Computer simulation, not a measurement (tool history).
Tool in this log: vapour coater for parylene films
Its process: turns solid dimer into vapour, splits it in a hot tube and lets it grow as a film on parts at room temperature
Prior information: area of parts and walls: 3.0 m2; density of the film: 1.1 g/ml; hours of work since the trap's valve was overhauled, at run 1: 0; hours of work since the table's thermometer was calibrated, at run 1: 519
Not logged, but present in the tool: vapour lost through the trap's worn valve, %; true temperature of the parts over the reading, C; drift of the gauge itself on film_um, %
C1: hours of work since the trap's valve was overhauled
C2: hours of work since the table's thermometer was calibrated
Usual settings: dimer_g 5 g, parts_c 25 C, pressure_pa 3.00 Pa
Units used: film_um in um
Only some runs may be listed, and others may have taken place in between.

run 1 hour=0.0 | dimer_g=5 parts_c=25 pressure_pa=3.00 | C1=0 C2=519 | film_um=1.00
run 2 hour=37.2 | dimer_g=5 parts_c=20 pressure_pa=3.00 | C1=26 C2=545 | film_um=1.24
run 3 hour=88.3 | dimer_g=5 parts_c=20 pressure_pa=2.80 | C1=61 C2=580 | film_um=1.23
run 4 hour=124.4 | dimer_g=5 parts_c=20 pressure_pa=2.80 | C1=86 C2=605 | film_um=1.23
run 5 hour=170.7 | dimer_g=5 parts_c=20 pressure_pa=2.80 | C1=118 C2=637 | film_um=1.21
run 6 hour=231.6 | dimer_g=5 parts_c=25 pressure_pa=3.00 | C1=161 C2=680 | film_um=0.96
run 7 hour=294.5 | dimer_g=5 parts_c=25 pressure_pa=7.15 | C1=204 C2=723 | film_um=0.88
run 8 hour=332.5 | dimer_g=6 parts_c=25 pressure_pa=7.15 | C1=231 C2=750 | film_um=1.05
run 9 hour=360.9 | dimer_g=5 parts_c=25 pressure_pa=3.00 | C1=250 C2=769 | film_um=0.91
run 10 hour=397.8 | dimer_g=5 parts_c=25 pressure_pa=3.00 | C1=276 C2=795 | film_um=0.89
run 11 hour=436.7 | dimer_g=5 parts_c=25 pressure_pa=3.00 | C1=303 C2=822 | film_um=0.91
run 12 hour=492.9 | dimer_g=5 parts_c=25 pressure_pa=3.00 | C1=342 C2=861 | film_um=0.90
run 13 hour=549.9 | dimer_g=3 parts_c=25 pressure_pa=3.00 | C1=382 C2=900 | film_um=0.52
-- hour=595.7 trap's valve overhauled
run 14 hour=613.6 | dimer_g=3 parts_c=25 pressure_pa=3.00 | C1=12 C2=942 | film_um=0.62
run 15 hour=669.4 | dimer_g=5 parts_c=25 pressure_pa=3.00 | C1=51 C2=981 | film_um=1.01
run 16 hour=732.0 | dimer_g=5 parts_c=25 pressure_pa=3.00 | C1=95 C2=1024 | film_um=0.98
run 17 hour=767.5 | dimer_g=5 parts_c=25 pressure_pa=3.00 | C1=119 C2=1049 | film_um=0.98
run 18 hour=793.8 | dimer_g=5 parts_c=25 pressure_pa=3.00 | C1=137 C2=1067 | film_um=0.96
run 19 hour=832.3 | dimer_g=5 parts_c=25 pressure_pa=3.00 | C1=164 C2=1094 | film_um=0.96
run 20 hour=887.8 | dimer_g=5 parts_c=25 pressure_pa=3.00 | C1=203 C2=1132 | film_um=0.95
run 21 hour=943.8 | dimer_g=5 parts_c=25 pressure_pa=3.00 | C1=242 C2=1171 | film_um=0.92
run 22 hour=1006.6 | dimer_g=5 parts_c=25 pressure_pa=3.00 | C1=285 C2=1215 | film_um=0.93
run 23 hour=1053.3 | dimer_g=2 parts_c=25 pressure_pa=3.00 | C1=317 C2=1247 | film_um=0.35
run 24 hour=1081.9 | dimer_g=2 parts_c=25 pressure_pa=3.00 | C1=337 C2=1267 | film_um=0.36
run 25 hour=1110.2 | dimer_g=2 parts_c=25 pressure_pa=3.00 | C1=357 C2=1286 | film_um=0.36
run 26 hour=1163.8 | dimer_g=2 parts_c=25 pressure_pa=3.00 | C1=394 C2=1324 | film_um=0.34
-- hour=1188.2 trap's valve overhauled
run 27 hour=1223.7 | dimer_g=6 parts_c=25 pressure_pa=2.46 | C1=25 C2=1362 | film_um=1.21
run 28 hour=1257.7 | dimer_g=6 parts_c=25 pressure_pa=2.46 | C1=48 C2=1386 | film_um=1.21
run 29 hour=1283.0 | dimer_g=7 parts_c=25 pressure_pa=3.22 | C1=66 C2=1404 | film_um=1.35
run 30 hour=1327.3 | dimer_g=3 parts_c=25 pressure_pa=3.39 | C1=97 C2=1434 | film_um=0.56
run 31 hour=1371.7 | dimer_g=3 parts_c=25 pressure_pa=3.39 | C1=127 C2=1465 | film_um=0.56
run 32 hour=1425.4 | dimer_g=3 parts_c=32 pressure_pa=3.48 | C1=165 C2=1502 | film_um=0.42

Expected results for the next run?
run 33 hour=1486.6 | dimer_g=3 parts_c=32 pressure_pa=8.33 | C1=207 C2=1545 | film_um=?

Run 33 measured film_um 0.40 um.
With the hidden condition absent and the run-to-run variation left alone, this run would have shown film_um 0.44 um.
